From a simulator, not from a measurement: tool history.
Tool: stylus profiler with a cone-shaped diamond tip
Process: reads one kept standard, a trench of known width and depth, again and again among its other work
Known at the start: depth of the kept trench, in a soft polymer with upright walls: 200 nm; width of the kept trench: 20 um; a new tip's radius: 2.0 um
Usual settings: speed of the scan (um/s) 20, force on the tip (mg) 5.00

run    hour  speed of the scan (um/s)  force on the tip (mg)  depth of the trench (nm)  width of the trench's floor (um)
  1     0.0                        20                   5.00                    202.94                             18.15
  2    66.4                        20                   5.00                    203.14                             18.16
  3   113.8                        20                   5.00                    203.05                             18.17
  4   213.7                        20                   5.00                    203.09                             18.16
  5   290.2                        20                   5.00                    203.28                             18.10
  6   366.2                        20                   5.00                    203.24                             18.11
  7   418.2                        20                   4.21                    202.96                             18.05
  8   477.5                        20                   4.21                    202.97                             18.03
  9   559.3                        20                   4.21                    203.15                             18.04
 10   637.7                        20                   4.21                    203.18                             18.02
 11   699.0                        20                   4.21                    203.23                             18.00
 12   782.7                        20                   4.21                    203.18                             17.98
 13   863.0                        67                   3.68                    203.14                             17.74
 14   914.7                        67                   3.68                    203.11                             17.75
 15  1011.5                        67                   3.68                    203.31                             17.71
 16  1082.5                         8                   5.78                    204.02                             17.99
 17  1184.0                         8                   5.78                    204.18                             17.96
 18  1268.0                        16                   6.43                    204.39                             17.89
 19  1319.8                        22                   5.96                    204.31                             17.85
 20  1416.2                        10                   4.66                    203.93                             17.89
 21  1461.8                        12                   2.40                    202.97                             17.84
 22  1561.0                        21                   7.03                    204.81                             17.81

Hidden state or all else? Some run-to-run changes of depth of the trench (nm), split into what the settings, what came in and random variation would give without the hidden state, and what is left for the hidden state (with any gauge scatter that isn't in both results):
The hidden state here: radius of the tip, um; height scale over the true one, %; drift of the gauge itself on depth_nm, %; drift of the gauge itself on floor_um, %.
Run 16 -> 17: no setting changed, nothing entered. depth of the trench (nm) +0.16: hidden state +0.08, all else +0.08.
Run 19 -> 20: speed of the scan (um/s) 22 -> 10, force on the tip (mg) 5.96 -> 4.66. depth of the trench (nm) -0.38: hidden state +0.08, all else -0.46.
Run 20 -> 21: speed of the scan (um/s) 10 -> 12, force on the tip (mg) 4.66 -> 2.40. depth of the trench (nm) -0.96: hidden state +0.02, all else -0.98.
Run 21 -> 22: speed of the scan (um/s) 12 -> 21, force on the tip (mg) 2.40 -> 7.03. depth of the trench (nm) +1.84: hidden state +0.08, all else +1.76.
